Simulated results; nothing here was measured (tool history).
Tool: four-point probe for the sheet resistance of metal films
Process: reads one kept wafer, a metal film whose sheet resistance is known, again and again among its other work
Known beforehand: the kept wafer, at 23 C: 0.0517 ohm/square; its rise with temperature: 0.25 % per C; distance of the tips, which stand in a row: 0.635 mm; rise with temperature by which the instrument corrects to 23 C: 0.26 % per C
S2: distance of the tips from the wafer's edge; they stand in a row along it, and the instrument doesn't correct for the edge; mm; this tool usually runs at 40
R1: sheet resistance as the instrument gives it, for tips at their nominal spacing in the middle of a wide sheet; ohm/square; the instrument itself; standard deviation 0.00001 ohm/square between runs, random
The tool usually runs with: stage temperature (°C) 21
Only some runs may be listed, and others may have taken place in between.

Run 1, hour 0: usual settings. Result: R1 0.051641 ohm/square.
Run 2, hour 20.2: usual settings but stage temperature (°C) 31. Result: R1 0.051611 ohm/square.
Run 3, hour 43.8: usual settings but stage temperature (°C) 31. Result: R1 0.051585 ohm/square.
Run 4, hour 57.3: usual settings but stage temperature (°C) 31. Result: R1 0.051608 ohm/square.
Run 5, hour 83.9: usual settings but stage temperature (°C) 31. Result: R1 0.051608 ohm/square.
Run 6, hour 106.4: usual settings but S2 37 mm. Result: R1 0.051649 ohm/square.
Run 7, hour 127.2: usual settings but S2 37 mm. Result: R1 0.051676 ohm/square.
Run 8, hour 138.9: usual settings but S2 37 mm. Result: R1 0.051651 ohm/square.
Run 9, hour 151.4: usual settings but S2 37 mm. Result: R1 0.051645 ohm/square.
Run 10, hour 167.6: usual settings but S2 28 mm. Result: R1 0.051667 ohm/square.
Run 11, hour 183.7: usual settings but S2 28 mm. Result: R1 0.051675 ohm/square.
Run 12, hour 195.4: usual settings but stage temperature (°C) 22. Result: R1 0.051668 ohm/square.
Run 13, hour 212.2: usual settings but stage temperature (°C) 19, S2 15 mm. Result: R1 0.051697 ohm/square.
Run 14, hour 240.2: usual settings but stage temperature (°C) 19, S2 15 mm. Result: R1 0.051711 ohm/square.
Run 15, hour 253.8: usual settings but stage temperature (°C) 28, S2 8 mm. Result: R1 0.051827 ohm/square.
Run 16, hour 272.3: usual settings but stage temperature (°C) 24. Result: R1 0.051641 ohm/square.
Run 17, hour 289.1: usual settings but stage temperature (°C) 25, S2 16 mm. Result: R1 0.051694 ohm/square.
Run 18, hour 312.8: usual settings but stage temperature (°C) 25, S2 16 mm. Result: R1 0.051693 ohm/square.
Run 19, hour 336.7: usual settings but stage temperature (°C) 19, S2 30 mm. Result: R1 0.051706 ohm/square.
Run 20, hour 363.1: usual settings but stage temperature (°C) 19, S2 30 mm. Result: R1 0.051692 ohm/square.
Run 21, hour 377.7: usual settings but stage temperature (°C) 18, S2 23 mm. Result: R1 0.051699 ohm/square.

Consider 4 possible next runs. They are alternatives, not a sequence: every one starts from the tool as it was left by run 21. What does each give?
Run A, hour 399: usual settings but stage temperature (°C) 25, S2 17 mm. Result: R1 ?.
Run B, hour 399: usual settings but stage temperature (°C) 28, S2 23 mm. Result: R1 ?.
Run C, hour 399: usual settings but stage temperature (°C) 32, S2 3 mm. Result: R1 ?.
Run D, hour 399: usual settings but S2 19 mm. Result: R1 ?.

run        R1
  A  0.051691
  B  0.051676
  C   0.05283
  D  0.051701
Had the tool no hidden state, the same runs would have come out as:
run        R1
  A  0.051723
  B  0.051708
  C  0.052863
  D  0.051732
